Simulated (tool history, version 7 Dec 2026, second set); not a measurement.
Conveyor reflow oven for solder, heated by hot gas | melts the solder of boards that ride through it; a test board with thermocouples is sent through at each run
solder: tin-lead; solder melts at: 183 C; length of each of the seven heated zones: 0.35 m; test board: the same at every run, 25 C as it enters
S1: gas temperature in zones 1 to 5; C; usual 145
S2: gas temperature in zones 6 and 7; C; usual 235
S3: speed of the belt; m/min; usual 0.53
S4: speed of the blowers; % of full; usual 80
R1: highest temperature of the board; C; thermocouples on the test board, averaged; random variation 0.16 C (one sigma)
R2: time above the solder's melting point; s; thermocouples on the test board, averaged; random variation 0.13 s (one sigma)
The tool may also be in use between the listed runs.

run,day,S1,S2,S3,S4,R1,R2
1,0,145,235,0.53,80,220.3,64.2
# day 0.983: flux residue cleaned out of gas plates and filters
2,1.117,131,235,0.53,80,217.8,57.2
3,2.542,131,235,0.53,80,217.9,57.4
4,3.825,131,235,0.53,81,218,57.6
5,5.446,131,235,0.53,81,218.1,57.7
6,7.217,131,235,0.53,81,218.3,57.6
7,8.917,145,235,0.483,80,222.7,73
8,10.242,145,235,0.53,80,220,64.4
9,11.417,145,241,0.53,80,225.5,67.7
10,12.6,145,235,0.53,80,220.3,64.3
11,14.208,145,235,0.53,80,220.2,64.3
12,15.596,145,235,0.53,55,215.7,59.8
# day 15.875: thermocouples of zones 6 and 7 changed
13,16.7,134,235,0.53,80,218.1,58.8
14,17.654,134,235,0.53,80,218.6,58.8
# day 18.929: flux residue cleaned out of gas plates and filters
15,19.058,134,235,0.53,80,218.4,58.9
16,19.8,145,235,0.53,78,220.1,64.2
17,20.65,135,226,0.421,62,214.6,72
18,21.821,145,241,0.575,80,222.8,60.6
19,22.825,145,241,0.6,88,222.8,57.9
20,24.083,145,237,0.433,80,227,85
21,25.258,144,242,0.593,80,222.7,57.8
22,25.988,150,242,0.479,79,229.6,80.1
23,27.504,131,231,0.479,79,217.4,63.9
24,28.617,131,231,0.479,79,217.4,64
25,29.521,131,231,0.479,79,217,64.1
26,31.212,148,225,0.547,53,206.6,50.7
# day 31.496: belt drive overhauled, speed set with a stopwatch
27,33.071,145,239,0.53,71,222.3,65.4
28,33.983,145,239,0.53,71,222.4,65.5

5 ways to go on from here, each from the tool as it stands after run 28. What would each give?
A,35.5,145,233,0.53,50,?,?
B,35.5,151,239,0.428,71,?,?
C,35.5,157,244,0.472,80,?,?
D,35.5,145,239,0.458,62,?,?
E,35.5,145,239,0.618,52,?,?

run,R1,R2
A,212.7,57.1
B,229,89.6
C,232.8,86.1
D,224.7,78.3
E,212.3,47.3
Without the tool's hidden state the same runs would have given:
run,R1,R2
A,212.8,57.1
B,229,89.6
C,232.8,86.1
D,224.8,78.4
E,212.3,47.4
